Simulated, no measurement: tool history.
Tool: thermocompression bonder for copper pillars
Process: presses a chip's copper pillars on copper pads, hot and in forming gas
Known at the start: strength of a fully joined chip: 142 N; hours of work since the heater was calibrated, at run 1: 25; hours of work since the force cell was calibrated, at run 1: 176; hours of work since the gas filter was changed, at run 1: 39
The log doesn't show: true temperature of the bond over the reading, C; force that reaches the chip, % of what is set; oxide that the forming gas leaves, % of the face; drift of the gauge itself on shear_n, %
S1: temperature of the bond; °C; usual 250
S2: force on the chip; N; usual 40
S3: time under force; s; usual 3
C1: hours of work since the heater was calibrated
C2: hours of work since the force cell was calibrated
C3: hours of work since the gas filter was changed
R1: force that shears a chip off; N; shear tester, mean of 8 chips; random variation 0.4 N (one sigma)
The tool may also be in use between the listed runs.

run,day,S1,S2,S3,C1,C2,C3,R1
1,0,250,40,3,25,176,39,76.8
2,0.471,241,40,3,33,184,47,69.1
3,0.938,241,40,3,41,192,56,69.5
4,1.517,241,40,3,51,203,66,69.5
5,2.121,241,40,3,62,213,77,69.1
6,2.654,241,40,3,72,223,86,69.6
7,3.062,241,40,3,79,230,93,69.4
8,3.762,241,40,3,91,242,106,69.1
9,4.542,241,40,3,105,256,119,69.2
10,5.038,241,40,3,114,265,128,69.6
11,5.667,241,40,3,125,276,139,68.8
12,6.3,250,40,3,136,287,150,75.8
13,6.842,250,40,3,146,297,160,75.7
14,7.392,250,40,3,155,306,170,76.1
15,7.9,250,40,3,164,315,179,75.8
16,8.662,250,40,3,178,329,192,76.1
17,9.025,250,40,3,184,335,199,76.4
18,9.683,250,40,3,196,347,210,75.7
19,10.521,250,40,3,211,362,225,75.6
20,11.062,250,40,3,220,371,234,75.8
21,11.658,242,48,2,231,382,245,65.6
22,12.171,248,41,2,240,391,254,64.7
23,12.804,248,51,7,251,402,265,103.7
24,13.617,248,51,7,265,416,280,103.5
25,14.025,250,56,6,273,424,287,104.4
26,14.725,250,30,2,285,436,299,55.7
27,15.483,250,34,2,298,449,313,59.8
28,15.967,237,45,2,307,458,321,58.9
29,16.683,266,27,5,320,471,334,85
30,17.508,266,27,5,334,485,348,85
31,17.858,272,46,5,340,491,355,108.2
32,18.438,221,38,5,350,502,365,62.4
# day 18.783: forming gas filter changed
33,19.188,221,38,5,363,514,7,64.8
34,20.029,277,38,2,378,529,22,86.2
35,20.65,229,29,2,389,540,33,42.7
36,21.212,251,40,3,399,550,43,79
37,21.946,245,40,2,412,563,56,64.2
38,22.338,245,40,2,419,570,63,64.2
39,22.717,262,39,3,426,577,69,86.6
40,23.062,262,30,6,432,583,76,93.6

Hidden state or all else? Some run-to-run changes of R1, split into what the settings, what came in and random variation would give without the hidden state, and what is left for the hidden state (with any gauge scatter that isn't in both results):
Run 25 -> 26: S2 56 -> 30, S3 6 -> 2. R1 -48.7 N: hidden state +1.8, all else -50.5.
Run 31 -> 32: S1 272 -> 221, S2 46 -> 38. R1 -45.8 N: hidden state +2.5, all else -48.3.
Run 32 -> 33: forming gas filter changed. R1 +2.4 N: hidden state +3, all else -0.6.
Run 34 -> 35: S1 277 -> 229, S2 38 -> 29. R1 -43.5 N: hidden state +0.3, all else -43.8.
